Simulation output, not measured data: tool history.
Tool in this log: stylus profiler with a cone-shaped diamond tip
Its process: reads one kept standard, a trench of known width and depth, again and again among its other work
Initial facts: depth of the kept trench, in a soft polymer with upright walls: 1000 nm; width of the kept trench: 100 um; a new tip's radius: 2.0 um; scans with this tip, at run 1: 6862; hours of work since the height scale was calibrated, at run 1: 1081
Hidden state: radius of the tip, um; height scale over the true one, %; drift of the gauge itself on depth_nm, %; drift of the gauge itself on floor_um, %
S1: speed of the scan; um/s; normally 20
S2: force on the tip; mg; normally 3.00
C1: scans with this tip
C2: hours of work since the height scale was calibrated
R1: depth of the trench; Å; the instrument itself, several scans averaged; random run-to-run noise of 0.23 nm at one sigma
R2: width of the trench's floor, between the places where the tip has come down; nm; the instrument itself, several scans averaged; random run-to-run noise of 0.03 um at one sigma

{"run": 1, "hour": 0.0, "S1": 20, "S2": 3.0, "C1": 6862, "C2": 1081, "R1": 10069.7, "R2": 95700}
{"run": 2, "hour": 41.5, "S1": 20, "S2": 3.0, "C1": 6977, "C2": 1099, "R1": 10071.9, "R2": 95670}
{"run": 3, "hour": 86.7, "S1": 20, "S2": 1.07, "C1": 7101, "C2": 1119, "R1": 10020.5, "R2": 95590}
{"run": 4, "hour": 159.2, "S1": 10, "S2": 3.0, "C1": 7301, "C2": 1150, "R1": 10071.9, "R2": 95630}
{"run": 5, "hour": 222.9, "S1": 10, "S2": 3.0, "C1": 7477, "C2": 1178, "R1": 10066.9, "R2": 95670}
{"run": 6, "hour": 286.2, "S1": 10, "S2": 3.0, "C1": 7651, "C2": 1205, "R1": 10066.5, "R2": 95640}
{"run": 7, "hour": 345.3, "S1": 20, "S2": 3.0, "C1": 7814, "C2": 1231, "R1": 10069.1, "R2": 95580}
{"run": 8, "hour": 408.4, "S1": 20, "S2": 6.75, "C1": 7987, "C2": 1258, "R1": 10138.7, "R2": 95590}
{"run": 9, "hour": 468.3, "S1": 20, "S2": 3.0, "C1": 8152, "C2": 1284, "R1": 10066.6, "R2": 95600}
{"run": 10, "hour": 506.4, "S1": 20, "S2": 3.0, "C1": 8258, "C2": 1301, "R1": 10069.4, "R2": 95550}
{"run": 11, "hour": 546.2, "S1": 20, "S2": 3.0, "C1": 8367, "C2": 1318, "R1": 10068.8, "R2": 95580}
{"run": 12, "hour": 619.2, "S1": 20, "S2": 3.0, "C1": 8568, "C2": 1350, "R1": 10064.9, "R2": 95550}
{"run": 13, "hour": 694.3, "S1": 20, "S2": 3.0, "C1": 8775, "C2": 1382, "R1": 10066.9, "R2": 95500}
{"run": 14, "hour": 761.2, "S1": 20, "S2": 3.0, "C1": 8960, "C2": 1411, "R1": 10066.9, "R2": 95550}
{"run": 15, "hour": 839.2, "S1": 20, "S2": 3.0, "C1": 9174, "C2": 1445, "R1": 10066.2, "R2": 95460}
{"run": 16, "hour": 875.5, "S1": 20, "S2": 3.0, "C1": 9274, "C2": 1461, "R1": 10063.9, "R2": 95430}
{"run": 17, "hour": 953.0, "S1": 20, "S2": 3.0, "C1": 9488, "C2": 1495, "R1": 10067.3, "R2": 95450}
{"run": 18, "hour": 1016.4, "S1": 20, "S2": 7.31, "C1": 9662, "C2": 1522, "R1": 10143.5, "R2": 95450}
{"run": 19, "hour": 1056.2, "S1": 7, "S2": 2.94, "C1": 9772, "C2": 1539, "R1": 10064.4, "R2": 95480}
{"run": 20, "hour": 1104.5, "S1": 28, "S2": 1.21, "C1": 9905, "C2": 1560, "R1": 10022.4, "R2": 95350}
{"run": 21, "hour": 1181.0, "S1": 28, "S2": 1.21, "C1": 10116, "C2": 1593, "R1": 10018.9, "R2": 95360}
{"run": 22, "hour": 1241.3, "S1": 35, "S2": 2.49, "C1": 10282, "C2": 1620, "R1": 10046.1, "R2": 95350}
{"run": 23, "hour": 1296.9, "S1": 17, "S2": 5.82, "C1": 10435, "C2": 1644, "R1": 10112.0, "R2": 95430}
{"hour": 1304.3, "done": "height scale calibrated on a step standard"}
{"run": 24, "hour": 1356.0, "S1": 17, "S2": 5.82, "C1": 10597, "C2": 22, "R1": 10094.6, "R2": 95390}
{"run": 25, "hour": 1419.4, "S1": 50, "S2": 5.72, "C1": 10771, "C2": 50, "R1": 10088.2, "R2": 95290}
{"run": 26, "hour": 1480.8, "S1": 50, "S2": 5.72, "C1": 10940, "C2": 77, "R1": 10091.5, "R2": 95300}
{"run": 27, "hour": 1528.8, "S1": 50, "S2": 5.72, "C1": 11073, "C2": 97, "R1": 10089.6, "R2": 95230}
{"run": 28, "hour": 1586.7, "S1": 35, "S2": 1.51, "C1": 11232, "C2": 123, "R1": 10002.6, "R2": 95200}
{"run": 29, "hour": 1623.3, "S1": 25, "S2": 4.41, "C1": 11333, "C2": 138, "R1": 10065.9, "R2": 95280}
{"hour": 1680.8, "done": "height scale calibrated on a step standard, once more"}
{"run": 30, "hour": 1687.4, "S1": 46, "S2": 2.03, "C1": 11508, "C2": 3, "R1": 10073.5, "R2": 95200}
{"run": 31, "hour": 1725.6, "S1": 46, "S2": 2.03, "C1": 11613, "C2": 19, "R1": 10070.8, "R2": 95170}
{"run": 32, "hour": 1781.3, "S1": 46, "S2": 2.03, "C1": 11767, "C2": 44, "R1": 10069.3, "R2": 95140}
{"run": 33, "hour": 1818.7, "S1": 67, "S2": 4.41, "C1": 11870, "C2": 60, "R1": 10124.4, "R2": 95100}
{"run": 34, "hour": 1861.7, "S1": 29, "S2": 3.21, "C1": 11988, "C2": 78, "R1": 10099.9, "R2": 95190}

Here are 3 independent what-if runs from the current tool condition. What would each one return?
{"run": "A", "hour": 1938.0, "S1": 5, "S2": 3.85, "C1": 12198, "C2": 112, "R1": "?", "R2": "?"}
{"run": "B", "hour": 1938.0, "S1": 50, "S2": 3.12, "C1": 12198, "C2": 112, "R1": "?", "R2": "?"}
{"run": "C", "hour": 1938.0, "S1": 12, "S2": 3.21, "C1": 12198, "C2": 112, "R1": "?", "R2": "?"}

run=A R1=10107.1 R2=95220
run=B R1=10094.4 R2=95130
run=C R1=10091.0 R2=95200
With the hidden condition removed and each run's random variation left untouched, the same runs would have given:
run=A R1=10111.7 R2=96510
run=B R1=10099.0 R2=96410
run=C R1=10095.6 R2=96490
